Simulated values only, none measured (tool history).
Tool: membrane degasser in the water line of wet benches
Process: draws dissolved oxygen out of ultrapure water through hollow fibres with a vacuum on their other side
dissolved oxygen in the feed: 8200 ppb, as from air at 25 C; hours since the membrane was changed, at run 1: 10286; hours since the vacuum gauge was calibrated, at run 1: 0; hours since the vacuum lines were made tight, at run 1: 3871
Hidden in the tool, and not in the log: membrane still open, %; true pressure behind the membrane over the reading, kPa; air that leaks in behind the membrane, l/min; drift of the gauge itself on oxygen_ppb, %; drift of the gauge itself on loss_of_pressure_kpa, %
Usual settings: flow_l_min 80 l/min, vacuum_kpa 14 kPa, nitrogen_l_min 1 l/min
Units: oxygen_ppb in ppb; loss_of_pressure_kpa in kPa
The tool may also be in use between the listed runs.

run	hour	flow_l_min	vacuum_kpa	nitrogen_l_min	hours since the membrane was changed	hours since the vacuum gauge was calibrated	hours since the vacuum lines were made tight	oxygen_ppb	loss_of_pressure_kpa
1	0	80	14	1	10286	0	3871	1534.3	46.96
2	265.5	80	14	1	10552	266	4137	1531.5	46.99
3	458.9	80	14	1	10745	459	4330	1542.5	47.3
4	676.7	80	14	1	10963	677	4548	1535.9	47.62
5	828.7	80	14	1	11115	829	4700	1533.8	47.22
6	1119.4	80	14	1	11406	1119	4990	1555	47.78
7	1255.5	80	14	1	11542	1256	5127	1543.9	47.39
8	1409	80	14	1	11695	1409	5280	1543.1	47.74
# hour 1554.8: seals of the vacuum lines changed
9	1646.2	80	13	1	11930	1644	91	1445.7	47.83
10	1931.4	77	13	1	12216	1929	377	1420.3	46.26
11	2072.2	80	14	1.03	12356	2070	517	1530.1	48.15
12	2366.3	80	14	1.03	12650	2364	811	1536.3	48.26
# hour 2382.1: vacuum gauge calibrated
13	2577.1	80	14	1.03	12861	195	1022	1551.9	47.95
14	2727.3	124	11.9	2.04	13011	345	1172	1594.2	75.09
15	2849.7	124	11.9	2.04	13133	468	1294	1586.1	75.55
16	3028.2	124	11.9	2.04	13312	646	1473	1602.5	75.23
17	3275.7	60	24.5	2.04	13559	894	1720	1305.8	36.56
18	3493.2	50	14	0.84	13777	1111	1938	1144.1	30.53
19	3768	80	32.5	2.68	14052	1386	2213	1814.2	48.88
# hour 3811.5: vacuum gauge calibrated, once more
20	3971.7	75	9.3	1	14255	160	2416	1015.7	45.97

Forecast run 21:
21	4219.8	75	9.3	1	14503	408	2664	?	?

oxygen_ppb: 1015.6 ppb
loss_of_pressure_kpa: 45.97 kPa
Without the tool's hidden state the same run would have given oxygen_ppb 915.9 ppb, loss_of_pressure_kpa 40.44 kPa.
